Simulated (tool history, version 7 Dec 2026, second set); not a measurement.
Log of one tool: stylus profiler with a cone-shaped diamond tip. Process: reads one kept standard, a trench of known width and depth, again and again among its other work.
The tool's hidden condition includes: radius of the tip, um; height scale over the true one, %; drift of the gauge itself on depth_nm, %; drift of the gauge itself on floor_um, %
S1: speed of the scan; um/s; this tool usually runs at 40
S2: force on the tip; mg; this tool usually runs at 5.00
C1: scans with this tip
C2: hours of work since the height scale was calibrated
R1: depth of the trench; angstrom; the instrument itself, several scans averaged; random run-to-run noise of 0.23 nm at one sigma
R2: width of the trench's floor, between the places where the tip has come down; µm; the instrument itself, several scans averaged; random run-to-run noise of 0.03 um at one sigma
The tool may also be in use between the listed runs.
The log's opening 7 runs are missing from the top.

run 8 hour=526.8 | S1=40 S2=5.00 | C1=20148 C2=1511 | R1=10190.5 R2=23.46
run 9 hour=621.4 | S1=40 S2=5.49 | C1=20928 C2=1569 | R1=10207.5 R2=23.36
run 10 hour=704.8 | S1=40 S2=13.34 | C1=21616 C2=1621 | R1=10389.9 R2=23.39
run 11 hour=775.6 | S1=14 S2=13.34 | C1=22200 C2=1665 | R1=10388.7 R2=23.44
run 12 hour=841.5 | S1=14 S2=13.34 | C1=22744 C2=1706 | R1=10385.1 R2=23.33
run 13 hour=903.9 | S1=14 S2=13.34 | C1=23258 C2=1744 | R1=10385.9 R2=23.34
run 14 hour=983.0 | S1=40 S2=2.54 | C1=23911 C2=1793 | R1=10111.2 R2=23.05
run 15 hour=1084.0 | S1=40 S2=2.54 | C1=24745 C2=1856 | R1=10106.0 R2=23.00
run 16 hour=1130.7 | S1=40 S2=2.54 | C1=25130 C2=1884 | R1=10109.3 R2=22.96
run 17 hour=1193.9 | S1=40 S2=5.00 | C1=25651 C2=1924 | R1=10182.5 R2=22.95
-- hour=1217.0 new tip fitted, height scale calibrated
run 18 hour=1294.9 | S1=38 S2=5.00 | C1=642 C2=48 | R1=10209.8 R2=26.34
run 19 hour=1388.7 | S1=40 S2=5.00 | C1=1416 C2=106 | R1=10210.6 R2=26.13
run 20 hour=1443.0 | S1=40 S2=8.23 | C1=1864 C2=140 | R1=10296.0 R2=26.10
run 21 hour=1518.2 | S1=40 S2=5.00 | C1=2484 C2=186 | R1=10209.6 R2=25.98
run 22 hour=1620.0 | S1=40 S2=5.00 | C1=3324 C2=249 | R1=10208.0 R2=25.81
run 23 hour=1712.8 | S1=37 S2=5.00 | C1=4090 C2=307 | R1=10203.5 R2=25.72
run 24 hour=1779.1 | S1=40 S2=3.68 | C1=4637 C2=348 | R1=10167.6 R2=25.63
run 25 hour=1823.9 | S1=11 S2=3.63 | C1=5006 C2=375 | R1=10169.1 R2=25.64
run 26 hour=1925.2 | S1=10 S2=3.09 | C1=5843 C2=438 | R1=10145.2 R2=25.56
run 27 hour=2007.1 | S1=59 S2=8.92 | C1=6518 C2=489 | R1=10304.6 R2=25.27
run 28 hour=2074.3 | S1=59 S2=8.92 | C1=7073 C2=530 | R1=10306.6 R2=25.25
run 29 hour=2128.8 | S1=59 S2=8.92 | C1=7522 C2=564 | R1=10300.3 R2=25.21
run 30 hour=2179.5 | S1=59 S2=8.92 | C1=7941 C2=595 | R1=10301.6 R2=25.13
run 31 hour=2227.6 | S1=75 S2=4.29 | C1=8337 C2=625 | R1=10181.1 R2=24.91
run 32 hour=2318.3 | S1=75 S2=4.29 | C1=9086 C2=681 | R1=10180.1 R2=24.78

Run 33 comes next. What will it give?
run 33 hour=2371.7 | S1=20 S2=6.57 | C1=9527 C2=714 | R1=? R2=?

{"run 33": {"R1": 10241.6, "R2": 24.94}}
If the tool had no hidden condition, the same run with the same run-to-run variation would have returned R1 10252.8 angstrom, R2 26.44 µm.

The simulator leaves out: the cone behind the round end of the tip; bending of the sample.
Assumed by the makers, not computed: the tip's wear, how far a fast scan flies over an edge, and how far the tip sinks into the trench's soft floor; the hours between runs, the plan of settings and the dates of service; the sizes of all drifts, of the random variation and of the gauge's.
